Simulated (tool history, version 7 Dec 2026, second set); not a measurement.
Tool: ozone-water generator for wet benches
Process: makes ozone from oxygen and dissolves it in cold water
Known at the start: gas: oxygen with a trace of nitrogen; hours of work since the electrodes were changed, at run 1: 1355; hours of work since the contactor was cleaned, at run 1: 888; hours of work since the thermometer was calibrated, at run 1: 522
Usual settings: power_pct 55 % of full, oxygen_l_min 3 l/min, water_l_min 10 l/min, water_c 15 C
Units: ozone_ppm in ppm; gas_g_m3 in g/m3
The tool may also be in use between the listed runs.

run	hour	power_pct	oxygen_l_min	water_l_min	water_c	hours of work since the electrodes were changed	hours of work since the contactor was cleaned	hours of work since the thermometer was calibrated	ozone_ppm	gas_g_m3
1	0	55	3	10	15	1355	888	522	21.2	192.8
2	33.7	55	3	10	15	1387	920	554	21.4	193.5
3	74.5	55	3	10	15	1426	959	593	21.1	192.1
4	116.5	55	3	10	15	1466	999	633	20.9	194.6
5	168.6	55	3	10	15	1516	1049	683	20.8	193.1
6	234.4	55	3	10	15	1579	1112	746	20.8	190.9
7	286	55	3	10	15	1629	1161	796	20.9	191.2
8	322.9	55	3	10	15	1664	1197	831	20.7	191.4
9	372.2	55	2.37	10	15	1711	1244	878	20	211.3
10	416.4	55	3	10	15	1753	1286	920	20.6	188.7
11	448.1	55	3	10	15	1784	1317	951	20.7	188
12	505.3	55	3	10	15	1839	1371	1006	20.4	188.2
13	566	55	3	10	8	1897	1429	1064	22.3	188.6
14	630.9	55	3	10	8	1959	1491	1126	22.6	188.2
15	700.9	55	3	10	8	2026	1558	1193	22.6	187.6
16	738.8	55	3	10	15	2062	1595	1229	20.2	186.9
17	788.4	55	3	10	12	2109	1642	1276	20.9	184.6
18	838.1	55	3	13	12	2157	1690	1324	16.3	185.1
19	891.8	53	3	6	7	2208	1741	1375	33.9	180.3
20	961.4	97	3.35	6	8	2275	1808	1442	51.4	261.7
21	1013.1	97	3.35	6	12	2324	1857	1492	47.3	263.4
22	1049.5	97	3.35	6	12	2359	1892	1526	47.1	258.8
23	1106.5	77	3	12	15	2414	1947	1581	21	233
24	1161.2	77	3.48	12	15	2466	1999	1633	21.2	214.9
25	1212.6	77	4.37	12	15	2515	2048	1682	21.4	195.3
26	1280.7	40	4.37	12	15	2581	2113	1748	14	123.7
27	1339.3	74	4.62	7	14	2637	2169	1804	31.9	183.3
28	1396.8	53	3	10	11	2692	2224	1859	19.9	174.7
29	1451.2	55	1.96	10	15	2744	2276	1911	18.1	215.6
30	1481.4	41	1.96	14	13	2773	2305	1940	10.2	176.3
31	1524.6	54	4.92	14	11	2814	2347	1981	15.2	142.6
32	1571	55	2.24	14	18	2858	2391	2025	12.5	201.9
33	1633.2	55	2.87	10	15	2918	2451	2085	19.1	181
34	1682.9	55	2.46	10	11	2965	2498	2133	19.3	193

The same runs without the tool's hidden state, with the same run-to-run variation:
The hidden state here: yield of the discharge, % of new electrodes'; contactor's efficiency, % of a clean one's; true water temperature over the reading, C; drift of the gauge itself on ozone_ppm, %; drift of the gauge itself on gas_g_m3, %.
run	ozone_ppm	gas_g_m3
1	23	206.4
2	23.2	207.5
3	23	206.3
4	22.8	209.4
5	22.8	208.4
6	23	206.8
7	23.1	207.5
8	23	208.1
9	22.2	230.4
10	22.9	206.3
11	23.1	205.8
12	22.9	206.6
13	25.1	207.7
14	25.6	207.9
15	25.7	208.1
16	22.9	207.8
17	23.8	205.9
18	18.6	206.8
19	38.6	201.4
20	62.8	313.5
21	58.2	317.1
22	58.1	312.3
23	25.5	274.8
24	25.8	254.6
25	26.2	232.2
26	15.8	136.1
27	39.1	218.8
28	23.5	200.3
29	21.5	249.1
30	11.8	196.2
31	18.3	165
32	15.1	235
33	23.1	211.3
34	23.4	225.9
